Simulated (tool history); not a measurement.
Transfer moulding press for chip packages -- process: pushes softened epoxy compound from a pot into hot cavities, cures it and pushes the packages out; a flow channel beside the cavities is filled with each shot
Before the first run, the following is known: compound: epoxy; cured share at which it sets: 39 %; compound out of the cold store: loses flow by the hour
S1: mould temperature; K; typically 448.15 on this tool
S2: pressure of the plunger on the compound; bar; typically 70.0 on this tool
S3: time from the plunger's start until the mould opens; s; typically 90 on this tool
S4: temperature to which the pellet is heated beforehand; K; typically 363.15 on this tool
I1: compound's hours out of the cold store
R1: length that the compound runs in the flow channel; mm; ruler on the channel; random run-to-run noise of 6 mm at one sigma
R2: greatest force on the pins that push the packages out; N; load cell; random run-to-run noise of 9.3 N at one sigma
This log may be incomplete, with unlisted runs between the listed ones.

run 1 day=0.000 | S1=448.15 S2=70.0 S3=90 S4=363.15 | I1=25.3 | R1=727 R2=421
run 2 day=0.425 | S1=448.15 S2=70.0 S3=90 S4=363.15 | I1=30.9 | R1=709 R2=497
run 3 day=0.921 | S1=448.15 S2=70.0 S3=90 S4=366.15 | I1=21.4 | R1=746 R2=547
run 4 day=1.338 | S1=448.15 S2=70.0 S3=90 S4=366.15 | I1=41.4 | R1=676 R2=548
run 5 day=1.912 | S1=448.15 S2=70.0 S3=90 S4=366.15 | I1=28.8 | R1=711 R2=612
-- day=2.583 cavities cleaned with cleaning compound and waxed
run 6 day=2.588 | S1=448.15 S2=70.0 S3=90 S4=366.15 | I1=31.7 | R1=697 R2=685
run 7 day=3.004 | S1=448.15 S2=70.0 S3=90 S4=366.15 | I1=29.4 | R1=705 R2=661
-- day=3.179 plunger's sealing rings changed
run 8 day=3.867 | S1=448.15 S2=70.0 S3=90 S4=366.15 | I1=46.6 | R1=691 R2=642
run 9 day=4.500 | S1=447.15 S2=84.2 S3=116 S4=359.15 | I1=43.3 | R1=766 R2=565
-- day=5.288 cavities cleaned with cleaning compound and waxed
run 10 day=5.479 | S1=447.15 S2=68.3 S3=116 S4=356.15 | I1=18.6 | R1=774 R2=421
-- day=6.092 cavities cleaned with cleaning compound and waxed, once more
run 11 day=6.125 | S1=449.15 S2=68.3 S3=116 S4=360.15 | I1=22.2 | R1=740 R2=385
run 12 day=7.042 | S1=446.15 S2=77.0 S3=90 S4=359.15 | I1=29.8 | R1=769 R2=593
run 13 day=7.742 | S1=448.15 S2=82.0 S3=124 S4=363.15 | I1=9.8 | R1=854 R2=504
run 14 day=8.246 | S1=444.15 S2=84.5 S3=92 S4=356.15 | I1=36.7 | R1=777 R2=704
-- day=8.708 cavities cleaned with cleaning compound and waxed
run 15 day=9.150 | S1=448.15 S2=70.0 S3=90 S4=354.15 | I1=33.6 | R1=712 R2=507

Predict each of these 5 candidate next runs independently; none follows another, all start after run 15:
run A day=9.592 | S1=448.15 S2=70.0 S3=96 S4=366.15 | I1=27.7 | R1=? R2=?
run B day=9.592 | S1=448.15 S2=70.0 S3=72 S4=354.15 | I1=38.6 | R1=? R2=?
run C day=9.592 | S1=448.15 S2=85.1 S3=70 S4=363.15 | I1=17.1 | R1=? R2=?
run D day=9.592 | S1=448.15 S2=86.9 S3=72 S4=363.15 | I1=10.7 | R1=? R2=?
run E day=9.592 | S1=453.15 S2=70.0 S3=90 S4=354.15 | I1=27.1 | R1=? R2=?

run=A R1=724 R2=516
run=B R1=687 R2=796
run=C R1=836 R2=931
run=D R1=879 R2=865
run=E R1=703 R2=503
The same runs, with their run-to-run variation unchanged, on a tool lacking any hidden condition would have given:
run=A R1=753 R2=396
run=B R1=715 R2=588
run=C R1=870 R2=684
run=D R1=915 R2=635
run=E R1=732 R2=388
